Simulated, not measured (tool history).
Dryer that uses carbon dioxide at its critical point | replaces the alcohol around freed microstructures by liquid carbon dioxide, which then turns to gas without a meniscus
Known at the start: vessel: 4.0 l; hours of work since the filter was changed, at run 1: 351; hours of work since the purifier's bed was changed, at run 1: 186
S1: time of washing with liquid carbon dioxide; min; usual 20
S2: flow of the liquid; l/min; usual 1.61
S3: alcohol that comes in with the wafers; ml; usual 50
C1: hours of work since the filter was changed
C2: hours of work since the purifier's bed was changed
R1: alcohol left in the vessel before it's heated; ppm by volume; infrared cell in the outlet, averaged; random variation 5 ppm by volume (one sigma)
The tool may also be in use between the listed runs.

run 1 hour=0 | S1=20 S2=1.61 S3=50 | C1=351 C2=186 | R1=62
run 2 hour=14.5 | S1=24 S2=1.61 S3=50 | C1=355 C2=191 | R1=59
run 3 hour=28.8 | S1=24 S2=1.61 S3=104 | C1=360 C2=195 | R1=56
run 4 hour=46.2 | S1=20 S2=1.37 S3=50 | C1=365 C2=201 | R1=95
run 5 hour=54.1 | S1=20 S2=1.61 S3=50 | C1=368 C2=203 | R1=70
run 6 hour=61.5 | S1=20 S2=1.61 S3=50 | C1=370 C2=205 | R1=66
run 7 hour=69.2 | S1=20 S2=1.61 S3=118 | C1=373 C2=208 | R1=101
run 8 hour=80.4 | S1=20 S2=1.61 S3=50 | C1=376 C2=211 | R1=76
run 9 hour=98.3 | S1=20 S2=1.61 S3=50 | C1=382 C2=217 | R1=74
run 10 hour=106.5 | S1=20 S2=1.61 S3=50 | C1=384 C2=220 | R1=75
run 11 hour=122 | S1=20 S2=1.61 S3=50 | C1=389 C2=225 | R1=79
run 12 hour=138.6 | S1=20 S2=1.61 S3=50 | C1=395 C2=230 | R1=62
run 13 hour=147.1 | S1=20 S2=1.61 S3=50 | C1=397 C2=232 | R1=77
run 14 hour=161.9 | S1=20 S2=1.61 S3=50 | C1=402 C2=237 | R1=78
run 15 hour=170.5 | S1=20 S2=1.61 S3=50 | C1=405 C2=240 | R1=86
run 16 hour=187.3 | S1=20 S2=2.36 S3=50 | C1=410 C2=245 | R1=60
run 17 hour=201.6 | S1=20 S2=2.36 S3=50 | C1=414 C2=250 | R1=56
run 18 hour=214.8 | S1=20 S2=2.36 S3=50 | C1=419 C2=254 | R1=53
run 19 hour=224.3 | S1=14 S2=2.61 S3=30 | C1=422 C2=257 | R1=64
run 20 hour=241.6 | S1=14 S2=2.61 S3=30 | C1=427 C2=262 | R1=70
run 21 hour=257 | S1=28 S2=2.64 S3=79 | C1=432 C2=267 | R1=59
run 22 hour=272.2 | S1=20 S2=1.09 S3=71 | C1=437 C2=272 | R1=300
run 23 hour=280.8 | S1=30 S2=2.39 S3=72 | C1=439 C2=275 | R1=56
-- hour=288.3 inlet filter changed
run 24 hour=292.1 | S1=26 S2=2.39 S3=67 | C1=1 C2=278 | R1=66
run 25 hour=305.2 | S1=15 S2=1.06 S3=21 | C1=5 C2=282 | R1=207
run 26 hour=313.2 | S1=15 S2=1.06 S3=39 | C1=8 C2=284 | R1=331
run 27 hour=326.5 | S1=15 S2=1.06 S3=39 | C1=12 C2=289 | R1=341
run 28 hour=335.7 | S1=15 S2=1.06 S3=39 | C1=15 C2=292 | R1=333
run 29 hour=352.2 | S1=15 S2=1.06 S3=39 | C1=20 C2=297 | R1=348
run 30 hour=360.5 | S1=14 S2=2.66 S3=50 | C1=23 C2=299 | R1=70
run 31 hour=371.9 | S1=14 S2=2.66 S3=50 | C1=26 C2=303 | R1=72
run 32 hour=383.6 | S1=14 S2=2.43 S3=50 | C1=30 C2=307 | R1=77
run 33 hour=394.4 | S1=28 S2=2.38 S3=29 | C1=33 C2=310 | R1=70
run 34 hour=407.2 | S1=12 S2=1.12 S3=30 | C1=37 C2=314 | R1=451

4 ways to go on from here, each from the tool as it stands after run 34. What would each give?
run A hour=415.4 | S1=12 S2=1.82 S3=30 | C1=40 C2=317 | R1=?
run B hour=415.4 | S1=15 S2=1.56 S3=34 | C1=40 C2=317 | R1=?
run C hour=415.4 | S1=12 S2=1.2 S3=61 | C1=40 C2=317 | R1=?
run D hour=415.4 | S1=24 S2=1.61 S3=21 | C1=40 C2=317 | R1=?

run=A R1=130
run=B R1=115
run=C R1=684
run=D R1=75
Without the tool's hidden state the same runs would have given:
run=A R1=62
run=B R1=48
run=C R1=595
run=D R1=9
